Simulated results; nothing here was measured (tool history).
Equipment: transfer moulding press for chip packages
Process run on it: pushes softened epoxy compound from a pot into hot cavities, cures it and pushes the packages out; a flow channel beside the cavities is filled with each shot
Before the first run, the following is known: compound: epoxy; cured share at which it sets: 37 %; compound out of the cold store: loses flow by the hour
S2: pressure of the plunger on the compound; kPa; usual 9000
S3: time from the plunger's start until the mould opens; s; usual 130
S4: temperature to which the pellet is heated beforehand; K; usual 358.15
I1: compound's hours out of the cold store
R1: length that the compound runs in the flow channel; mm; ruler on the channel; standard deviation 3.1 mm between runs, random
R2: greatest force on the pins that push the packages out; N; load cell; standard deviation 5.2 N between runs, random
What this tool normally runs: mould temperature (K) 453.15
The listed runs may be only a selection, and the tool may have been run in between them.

Run 1, hour 0.0: usual settings; I1 9.8. Result: R1 606 mm, R2 290 N.
Run 2, hour 15.4: usual settings; I1 28.9. Result: R1 580 mm, R2 303 N.
At hour 23.2: plunger's sealing rings changed.
At hour 30.1: cavities cleaned with cleaning compound and waxed.
Run 3, hour 30.1: usual settings; I1 21.1. Result: R1 645 mm, R2 254 N.
Run 4, hour 49.2: usual settings but mould temperature (K) 447.15; I1 8.3. Result: R1 674 mm, R2 409 N.
Run 5, hour 61.0: usual settings but S2 9330 kPa; I1 48.0. Result: R1 595 mm, R2 279 N.
Run 6, hour 73.1: usual settings but mould temperature (K) 445.15; I1 45.9. Result: R1 608 mm, R2 478 N.
At hour 89.8: cavities cleaned with cleaning compound and waxed.
Run 7, hour 90.0: usual settings; I1 43.1. Result: R1 591 mm, R2 233 N.
Run 8, hour 106.1: usual settings but mould temperature (K) 454.15; I1 14.7. Result: R1 640 mm, R2 251 N.
Run 9, hour 115.6: usual settings; I1 39.0. Result: R1 594 mm, R2 267 N.
Run 10, hour 132.8: usual settings but mould temperature (K) 450.15; I1 22.1. Result: R1 633 mm, R2 353 N.
Run 11, hour 141.6: usual settings but mould temperature (K) 450.15; I1 41.4. Result: R1 602 mm, R2 339 N.
At hour 149.0: cavities cleaned with cleaning compound and waxed.
Run 12, hour 161.7: usual settings; I1 9.2. Result: R1 645 mm, R2 261 N.
Run 13, hour 171.6: usual settings; I1 36.6. Result: R1 594 mm, R2 282 N.
Run 14, hour 187.8: usual settings but mould temperature (K) 449.15; I1 43.2. Result: R1 594 mm, R2 354 N.
Run 15, hour 198.7: usual settings but mould temperature (K) 449.15; I1 33.3. Result: R1 604 mm, R2 385 N.
At hour 208.8: cavities cleaned with cleaning compound and waxed.
Run 16, hour 208.8: usual settings but mould temperature (K) 451.15, S4 361.15 K; I1 36.9. Result: R1 595 mm, R2 269 N.
Run 17, hour 229.4: usual settings but mould temperature (K) 451.15, S4 357.15 K; I1 44.3. Result: R1 586 mm, R2 297 N.
Run 18, hour 245.5: usual settings but mould temperature (K) 452.15; I1 31.6. Result: R1 599 mm, R2 299 N.
Run 19, hour 257.2: usual settings but S3 154 s; I1 47.1. Result: R1 570 mm, R2 249 N.
At hour 268.2: cavities cleaned with cleaning compound and waxed.
Run 20, hour 275.1: usual settings but mould temperature (K) 457.15, S3 162 s, S4 350.15 K; I1 41.8. Result: R1 566 mm, R2 200 N.
Run 21, hour 288.7: usual settings but mould temperature (K) 449.15, S2 9520 kPa, S3 139 s, S4 350.15 K; I1 25.0. Result: R1 632 mm, R2 303 N.
Run 22, hour 305.0: usual settings but mould temperature (K) 449.15, S2 9520 kPa, S3 139 s, S4 350.15 K; I1 22.0. Result: R1 630 mm, R2 337 N.
Run 23, hour 319.1: usual settings but mould temperature (K) 449.15, S2 9360 kPa, S3 123 s, S4 350.15 K; I1 29.1. Result: R1 613 mm, R2 444 N.
At hour 328.4: cavities cleaned with cleaning compound and waxed.
Run 24, hour 339.5: usual settings but mould temperature (K) 446.15, S2 9360 kPa, S3 123 s, S4 349.15 K; I1 16.4. Result: R1 641 mm, R2 498 N.
Run 25, hour 357.2: usual settings but mould temperature (K) 460.15, S2 9360 kPa, S3 123 s, S4 349.15 K; I1 9.6. Result: R1 625 mm, R2 251 N.
Run 26, hour 369.9: usual settings but mould temperature (K) 448.15, S2 8210 kPa; I1 42.3. Result: R1 556 mm, R2 391 N.
Run 27, hour 379.1: usual settings but S3 153 s, S4 363.15 K; I1 16.8. Result: R1 609 mm, R2 256 N.
At hour 388.3: cavities cleaned with cleaning compound and waxed.
Run 28, hour 391.4: usual settings but mould temperature (K) 449.15, S3 164 s, S4 363.15 K; I1 32.0. Result: R1 591 mm, R2 218 N.

Forecast each of these 4 alternatives for the next run:
Run A, hour 407.8: usual settings but S2 10690 kPa, S3 117 s; I1 8.5. Result: R1 ?, R2 ?.
Run B, hour 407.8: usual settings but mould temperature (K) 459.15, S2 8460 kPa, S3 125 s; I1 31.0. Result: R1 ?, R2 ?.
Run C, hour 407.8: usual settings but S2 7770 kPa, S3 141 s; I1 42.3. Result: R1 ?, R2 ?.
Run D, hour 407.8: usual settings but mould temperature (K) 459.15, S2 7890 kPa; I1 35.7. Result: R1 ?, R2 ?.

run   R1   R2
  A  673  339
  B  552  237
  C  524  233
  D  524  215
Without the tool's unlogged condition, the same runs would have read:
run   R1   R2
  A  718  279
  B  589  206
  C  558  200
  D  559  186

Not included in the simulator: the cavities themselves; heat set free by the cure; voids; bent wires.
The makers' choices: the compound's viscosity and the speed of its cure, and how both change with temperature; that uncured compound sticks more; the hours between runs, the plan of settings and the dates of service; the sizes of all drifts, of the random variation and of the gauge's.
